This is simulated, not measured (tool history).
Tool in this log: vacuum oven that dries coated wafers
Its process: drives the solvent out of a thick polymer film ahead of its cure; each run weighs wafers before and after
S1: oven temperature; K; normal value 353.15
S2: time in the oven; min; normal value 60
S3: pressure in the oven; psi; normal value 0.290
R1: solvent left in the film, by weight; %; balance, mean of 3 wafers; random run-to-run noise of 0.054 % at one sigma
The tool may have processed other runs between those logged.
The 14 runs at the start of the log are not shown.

run,hour,S1,S2,S3,R1
15,970.0,353.15,60,0.592,4.92
16,1061.1,353.15,60,0.500,4.30
17,1120.7,353.15,60,0.500,4.28
18,1177.3,353.15,60,0.500,4.50
19,1259.7,353.15,60,0.500,4.40
20,1348.2,353.15,60,0.500,4.43
21,1408.3,353.15,60,0.290,2.94
22,1482.5,353.15,60,0.290,3.03
23,1568.9,353.15,60,0.290,3.11
24,1642.0,362.15,39,1.153,6.52
25,1695.0,362.15,39,1.153,6.44
26,1734.8,357.15,97,0.203,1.49
27,1806.4,357.15,97,0.203,1.47

Run 28 comes next. What will it give?
28,1878.7,367.15,97,0.203,?

R1: 0.87 %
Without the tool's hidden state the same run would have given R1 0.74 %.

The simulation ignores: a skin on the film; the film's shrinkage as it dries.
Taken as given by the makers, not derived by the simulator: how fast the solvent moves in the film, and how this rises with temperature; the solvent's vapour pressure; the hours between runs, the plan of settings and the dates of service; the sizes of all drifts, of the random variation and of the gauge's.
